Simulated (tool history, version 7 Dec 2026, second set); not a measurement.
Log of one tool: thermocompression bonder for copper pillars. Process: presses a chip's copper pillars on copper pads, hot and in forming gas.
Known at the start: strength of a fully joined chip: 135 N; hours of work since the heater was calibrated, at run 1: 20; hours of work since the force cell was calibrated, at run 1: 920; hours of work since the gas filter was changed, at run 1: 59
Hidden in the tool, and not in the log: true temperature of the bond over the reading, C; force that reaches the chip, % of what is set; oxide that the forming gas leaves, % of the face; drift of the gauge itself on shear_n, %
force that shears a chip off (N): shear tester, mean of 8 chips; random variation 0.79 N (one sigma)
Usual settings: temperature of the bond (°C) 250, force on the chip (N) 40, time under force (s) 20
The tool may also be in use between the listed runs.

| run | hour | temperature of the bond (°C) | force on the chip (N) | time under force (s) | hours of work since the heater was calibrated | hours of work since the force cell was calibrated | hours of work since the gas filter was changed | force that shears a chip off (N) |
|---|---|---|---|---|---|---|---|---|
| 1 | 0 | 250 | 40 | 20 | 20 | 920 | 59 | 58 |
| 2 | 44.9 | 250 | 40 | 52 | 48 | 948 | 87 | 77.7 |
| 3 | 92.1 | 250 | 40 | 20 | 78 | 978 | 117 | 53.2 |
| 4 | 132.9 | 250 | 40 | 20 | 104 | 1004 | 143 | 52.6 |
|  | 152.3 | forming gas filter changed |
| 5 | 177.6 | 250 | 40 | 20 | 132 | 1032 | 16 | 59.1 |
| 6 | 205.2 | 250 | 40 | 20 | 149 | 1050 | 33 | 57.7 |
| 7 | 228.1 | 250 | 40 | 20 | 164 | 1064 | 48 | 56.3 |
| 8 | 256.8 | 250 | 40 | 20 | 182 | 1082 | 66 | 55.6 |
| 9 | 290.9 | 250 | 40 | 16 | 204 | 1104 | 88 | 50 |
| 10 | 316.9 | 250 | 40 | 16 | 220 | 1120 | 104 | 48.3 |
| 11 | 347.7 | 250 | 40 | 16 | 240 | 1140 | 124 | 46.8 |
| 12 | 394.6 | 250 | 40 | 16 | 269 | 1169 | 153 | 46.4 |
|  | 400.3 | forming gas filter changed |
| 13 | 420.1 | 250 | 40 | 16 | 285 | 1185 | 13 | 51.7 |
| 14 | 452.7 | 250 | 40 | 16 | 306 | 1206 | 33 | 50.6 |
| 15 | 501.9 | 250 | 40 | 13 | 337 | 1237 | 64 | 46.3 |
| 16 | 544.9 | 250 | 40 | 13 | 364 | 1264 | 91 | 44 |
|  | 549.4 | heater calibrated with a thermocouple chip |
| 17 | 591.4 | 250 | 40 | 13 | 27 | 1292 | 120 | 44.3 |
| 18 | 638.5 | 250 | 40 | 13 | 56 | 1322 | 149 | 41.7 |
|  | 650.3 | forming gas filter changed |
| 19 | 677.1 | 250 | 40 | 13 | 80 | 1346 | 17 | 46.2 |
| 20 | 720.3 | 234 | 30 | 23 | 108 | 1373 | 44 | 40.8 |
| 21 | 752.7 | 234 | 30 | 23 | 128 | 1394 | 65 | 38.8 |
|  | 773.8 | heater calibrated with a thermocouple chip, once more |
| 22 | 809.6 | 258 | 42 | 13 | 23 | 1429 | 99 | 51.1 |
| 23 | 864.2 | 227 | 40 | 15 | 57 | 1463 | 134 | 33.7 |
|  | 898.3 | forming gas filter changed |
| 24 | 910.1 | 249 | 40 | 20 | 86 | 1492 | 7 | 56.2 |
| 25 | 940.5 | 259 | 25 | 10 | 105 | 1511 | 27 | 37.7 |
| 26 | 978.8 | 233 | 27 | 15 | 129 | 1535 | 51 | 31.7 |
| 27 | 1009.9 | 250 | 38 | 12 | 149 | 1555 | 71 | 44.4 |
| 28 | 1051.3 | 250 | 38 | 12 | 175 | 1581 | 97 | 42.4 |
| 29 | 1108.4 | 250 | 38 | 12 | 211 | 1617 | 133 | 40.6 |
|  | 1144.6 | force cell calibrated |
|  | 1145.1 | forming gas filter changed |
| 30 | 1157.1 | 224 | 28 | 36 | 241 | 8 | 8 | 43.7 |
| 31 | 1206.7 | 247 | 35 | 41 | 272 | 39 | 39 | 68.3 |
| 32 | 1244.7 | 247 | 35 | 41 | 296 | 63 | 63 | 67.7 |
| 33 | 1299.6 | 251 | 35 | 12 | 331 | 98 | 98 | 42.4 |
| 34 | 1342.1 | 251 | 35 | 12 | 358 | 125 | 125 | 40.7 |
| 35 | 1371.6 | 265 | 47 | 18 | 377 | 143 | 143 | 63.3 |
|  | 1394 | forming gas filter changed |
| 36 | 1423.2 | 265 | 47 | 18 | 409 | 176 | 18 | 70.5 |
| 37 | 1475.3 | 265 | 47 | 18 | 442 | 208 | 51 | 69.7 |
| 38 | 1519.4 | 222 | 55 | 30 | 470 | 236 | 79 | 50.6 |

Forecast each of these 3 alternatives for the next run:
| A | 1551.4 | 248 | 56 | 32 | 490 | 257 | 100 | ? |
| B | 1551.4 | 275 | 25 | 14 | 490 | 257 | 100 | ? |
| C | 1551.4 | 222 | 55 | 35 | 490 | 257 | 100 | ? |

| run | force that shears a chip off (N) |
|---|---|
| A | 70.8 |
| B | 49.6 |
| C | 52 |
Without the tool's hidden state the same runs would have given:
| run | force that shears a chip off (N) |
|---|---|
| A | 80.2 |
| B | 56.4 |
| C | 59.7 |
